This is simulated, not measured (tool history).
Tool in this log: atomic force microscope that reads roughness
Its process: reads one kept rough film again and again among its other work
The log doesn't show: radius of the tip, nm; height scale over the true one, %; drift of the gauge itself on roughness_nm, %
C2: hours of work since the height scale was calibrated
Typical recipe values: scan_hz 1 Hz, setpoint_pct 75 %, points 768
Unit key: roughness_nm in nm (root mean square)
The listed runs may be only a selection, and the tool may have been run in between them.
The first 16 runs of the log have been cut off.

Run 17, hour 846.2: usual settings but scan_hz 2.88 Hz; pictures with this tip 244; C2 1021. Result: roughness_nm 3.121 nm (root mean square).
At hour 868.2: new tip fitted.
Run 18, hour 887.5: usual settings but scan_hz 2.88 Hz; pictures with this tip 27; C2 1039. Result: roughness_nm 3.147 nm (root mean square).
Run 19, hour 957.8: usual settings but scan_hz 2.88 Hz; pictures with this tip 126; C2 1070. Result: roughness_nm 3.134 nm (root mean square).
Run 20, hour 1016: usual settings but scan_hz 0.55 Hz, setpoint_pct 69 %, points 820; pictures with this tip 207; C2 1096. Result: roughness_nm 3.627 nm (root mean square).
At hour 1066.7: new tip fitted.
Run 21, hour 1085.3: usual settings but scan_hz 0.55 Hz, setpoint_pct 69 %, points 820; pictures with this tip 26; C2 1126. Result: roughness_nm 3.64 nm (root mean square).
Run 22, hour 1143.7: usual settings but scan_hz 0.75 Hz, setpoint_pct 62 %, points 910; pictures with this tip 108; C2 1152. Result: roughness_nm 3.632 nm (root mean square).
Run 23, hour 1195: usual settings but scan_hz 3.75 Hz, setpoint_pct 83 %, points 910; pictures with this tip 180; C2 1175. Result: roughness_nm 2.725 nm (root mean square).
Run 24, hour 1259.3: usual settings but scan_hz 3.75 Hz, setpoint_pct 56 %, points 910; pictures with this tip 269; C2 1203. Result: roughness_nm 3.448 nm (root mean square).
At hour 1266.8: new tip fitted.
Run 25, hour 1323.1: usual settings but scan_hz 3.75 Hz, setpoint_pct 56 %, points 910; pictures with this tip 79; C2 1231. Result: roughness_nm 3.456 nm (root mean square).
Run 26, hour 1371.5: usual settings but scan_hz 2.12 Hz, setpoint_pct 63 %, points 581; pictures with this tip 146; C2 1252. Result: roughness_nm 3.487 nm (root mean square).
Run 27, hour 1425.5: usual settings but scan_hz 0.56 Hz, points 966; pictures with this tip 222; C2 1276. Result: roughness_nm 3.564 nm (root mean square).
At hour 1462.4: new tip fitted.
Run 28, hour 1492.9: usual settings but scan_hz 0.62 Hz; pictures with this tip 43; C2 1305. Result: roughness_nm 3.58 nm (root mean square).
Run 29, hour 1550.9: usual settings but scan_hz 0.62 Hz; pictures with this tip 124; C2 1331. Result: roughness_nm 3.584 nm (root mean square).
Run 30, hour 1616.6: usual settings but scan_hz 2.11 Hz; pictures with this tip 215; C2 1360. Result: roughness_nm 3.276 nm (root mean square).
At hour 1659.6: new tip fitted.
Run 31, hour 1659.6: usual settings but scan_hz 0.59 Hz, setpoint_pct 81 %; pictures with this tip 0; C2 1379. Result: roughness_nm 3.522 nm (root mean square).
Run 32, hour 1729: usual settings but scan_hz 1.73 Hz, setpoint_pct 58 %, points 344; pictures with this tip 97; C2 1409. Result: roughness_nm 3.556 nm (root mean square).
At hour 1744.4: height scale calibrated on a step standard.
Run 33, hour 1793.8: usual settings but setpoint_pct 80 %, points 834; pictures with this tip 186; C2 22. Result: roughness_nm 3.443 nm (root mean square).
Run 34, hour 1824.9: usual settings but setpoint_pct 80 %, points 834; pictures with this tip 230; C2 36. Result: roughness_nm 3.406 nm (root mean square).

Consider 4 possible next runs. They are alternatives, not a sequence: every one starts from the tool as it was left by run 34. What does each give?
At hour 1856.1: new tip fitted.
Run A, hour 1856.1: usual settings but scan_hz 0.74 Hz, setpoint_pct 80 %, points 512; pictures with this tip 0; C2 49. Result: roughness_nm ?.
At hour 1856.1: new tip fitted.
Run B, hour 1856.1: usual settings but scan_hz 1.26 Hz, points 305; pictures with this tip 0; C2 49. Result: roughness_nm ?.
At hour 1856.1: new tip fitted.
Run C, hour 1856.1: usual settings but points 508; pictures with this tip 0; C2 49. Result: roughness_nm ?.
At hour 1856.1: new tip fitted.
Run D, hour 1856.1: usual settings but setpoint_pct 62 %; pictures with this tip 0; C2 49. Result: roughness_nm ?.

run  roughness_nm
  A         3.493
  B         3.446
  C         3.498
  D         3.617
Take away the tool's hidden state, keep each run's random variation, and the runs would have read:
run  roughness_nm
  A         3.494
  B         3.446
  C         3.498
  D         3.617
